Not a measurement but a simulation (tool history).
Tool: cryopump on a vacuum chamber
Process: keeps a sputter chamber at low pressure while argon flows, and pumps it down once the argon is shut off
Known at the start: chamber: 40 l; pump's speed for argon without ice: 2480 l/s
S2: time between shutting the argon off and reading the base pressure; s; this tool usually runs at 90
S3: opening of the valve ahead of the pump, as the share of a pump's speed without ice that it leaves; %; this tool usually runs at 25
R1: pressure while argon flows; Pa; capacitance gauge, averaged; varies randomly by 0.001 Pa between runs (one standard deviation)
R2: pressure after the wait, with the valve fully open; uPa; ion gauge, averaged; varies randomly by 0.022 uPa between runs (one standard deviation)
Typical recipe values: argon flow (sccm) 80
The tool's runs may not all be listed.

{"run": 1, "hour": 0.0, "argon flow (sccm)": 80, "S2": 90, "S3": 25, "R1": 0.2287, "R2": 1.4}
{"run": 2, "hour": 32.7, "argon flow (sccm)": 50, "S2": 90, "S3": 25, "R1": 0.1431, "R2": 1.49}
{"run": 3, "hour": 91.4, "argon flow (sccm)": 50, "S2": 90, "S3": 25, "R1": 0.1435, "R2": 1.5}
{"run": 4, "hour": 137.0, "argon flow (sccm)": 50, "S2": 90, "S3": 25, "R1": 0.1453, "R2": 1.58}
{"run": 5, "hour": 164.4, "argon flow (sccm)": 50, "S2": 90, "S3": 25, "R1": 0.147, "R2": 1.67}
{"run": 6, "hour": 226.0, "argon flow (sccm)": 80, "S2": 90, "S3": 25, "R1": 0.2361, "R2": 1.69}
{"run": 7, "hour": 278.8, "argon flow (sccm)": 80, "S2": 88, "S3": 25, "R1": 0.2411, "R2": 1.78}
{"hour": 313.5, "done": "pump warmed up, emptied and cooled again"}
{"run": 8, "hour": 313.5, "argon flow (sccm)": 80, "S2": 90, "S3": 25, "R1": 0.2186, "R2": 1.44}
{"run": 9, "hour": 346.1, "argon flow (sccm)": 80, "S2": 90, "S3": 25, "R1": 0.2196, "R2": 1.41}
{"run": 10, "hour": 404.5, "argon flow (sccm)": 80, "S2": 90, "S3": 25, "R1": 0.2221, "R2": 1.52}
{"run": 11, "hour": 432.2, "argon flow (sccm)": 80, "S2": 90, "S3": 25, "R1": 0.2236, "R2": 1.56}
{"run": 12, "hour": 484.1, "argon flow (sccm)": 80, "S2": 90, "S3": 25, "R1": 0.2227, "R2": 1.59}
{"run": 13, "hour": 539.9, "argon flow (sccm)": 80, "S2": 90, "S3": 25, "R1": 0.2255, "R2": 1.68}
{"run": 14, "hour": 586.2, "argon flow (sccm)": 80, "S2": 90, "S3": 25, "R1": 0.2276, "R2": 1.71}
{"run": 15, "hour": 647.3, "argon flow (sccm)": 80, "S2": 90, "S3": 25, "R1": 0.2295, "R2": 1.82}
{"run": 16, "hour": 688.1, "argon flow (sccm)": 80, "S2": 90, "S3": 25, "R1": 0.232, "R2": 1.81}
{"run": 17, "hour": 727.6, "argon flow (sccm)": 80, "S2": 90, "S3": 25, "R1": 0.2324, "R2": 1.87}
{"run": 18, "hour": 765.9, "argon flow (sccm)": 74, "S2": 41, "S3": 16, "R1": 0.3295, "R2": 2.5}
{"run": 19, "hour": 794.6, "argon flow (sccm)": 156, "S2": 41, "S3": 16, "R1": 0.6961, "R2": 2.53}
{"run": 20, "hour": 842.4, "argon flow (sccm)": 65, "S2": 22, "S3": 25, "R1": 0.1938, "R2": 3.45}
{"run": 21, "hour": 898.1, "argon flow (sccm)": 65, "S2": 22, "S3": 25, "R1": 0.1947, "R2": 3.68}
{"hour": 940.8, "done": "pump warmed up, emptied and cooled again"}
{"run": 22, "hour": 952.6, "argon flow (sccm)": 89, "S2": 253, "S3": 55, "R1": 0.1127, "R2": 1.38}
{"run": 23, "hour": 1014.0, "argon flow (sccm)": 89, "S2": 253, "S3": 55, "R1": 0.1141, "R2": 1.5}
{"run": 24, "hour": 1067.5, "argon flow (sccm)": 148, "S2": 69, "S3": 20, "R1": 0.5138, "R2": 1.99}
{"run": 25, "hour": 1101.3, "argon flow (sccm)": 47, "S2": 25, "S3": 33, "R1": 0.1006, "R2": 3.19}
{"run": 26, "hour": 1146.9, "argon flow (sccm)": 80, "S2": 44, "S3": 25, "R1": 0.2277, "R2": 2.44}
{"hour": 1159.6, "done": "leaking fittings of the chamber tightened, without venting"}
{"run": 27, "hour": 1198.7, "argon flow (sccm)": 34, "S2": 90, "S3": 25, "R1": 0.0961, "R2": 0.59}
{"run": 28, "hour": 1247.0, "argon flow (sccm)": 70, "S2": 28, "S3": 25, "R1": 0.2005, "R2": 1.7}
{"run": 29, "hour": 1305.9, "argon flow (sccm)": 80, "S2": 26, "S3": 37, "R1": 0.1614, "R2": 1.86}
{"run": 30, "hour": 1355.6, "argon flow (sccm)": 80, "S2": 47, "S3": 25, "R1": 0.2331, "R2": 1.2}
{"run": 31, "hour": 1408.4, "argon flow (sccm)": 80, "S2": 47, "S3": 25, "R1": 0.2362, "R2": 1.21}
{"run": 32, "hour": 1442.7, "argon flow (sccm)": 159, "S2": 128, "S3": 25, "R1": 0.4744, "R2": 0.67}
{"run": 33, "hour": 1500.6, "argon flow (sccm)": 78, "S2": 51, "S3": 25, "R1": 0.234, "R2": 1.22}

Below are 4 alternative next runs, each starting from the tool's condition after run 33. Predict each:
{"run": "A", "hour": 1533.4, "argon flow (sccm)": 124, "S2": 249, "S3": 19, "R1": "?", "R2": "?"}
{"run": "B", "hour": 1533.4, "argon flow (sccm)": 36, "S2": 90, "S3": 25, "R1": "?", "R2": "?"}
{"run": "C", "hour": 1533.4, "argon flow (sccm)": 80, "S2": 113, "S3": 25, "R1": "?", "R2": "?"}
{"run": "D", "hour": 1533.4, "argon flow (sccm)": 49, "S2": 45, "S3": 47, "R1": "?", "R2": "?"}

run=A R1=0.4812 R2=0.60
run=B R1=0.1077 R2=0.92
run=C R1=0.2414 R2=0.79
run=D R1=0.0846 R2=1.40
Stripped of hidden state, with their random variation kept, the same runs would have yielded:
run=A R1=0.4445 R2=0.29
run=B R1=0.0971 R2=0.62
run=C R1=0.2177 R2=0.48
run=D R1=0.0701 R2=1.09

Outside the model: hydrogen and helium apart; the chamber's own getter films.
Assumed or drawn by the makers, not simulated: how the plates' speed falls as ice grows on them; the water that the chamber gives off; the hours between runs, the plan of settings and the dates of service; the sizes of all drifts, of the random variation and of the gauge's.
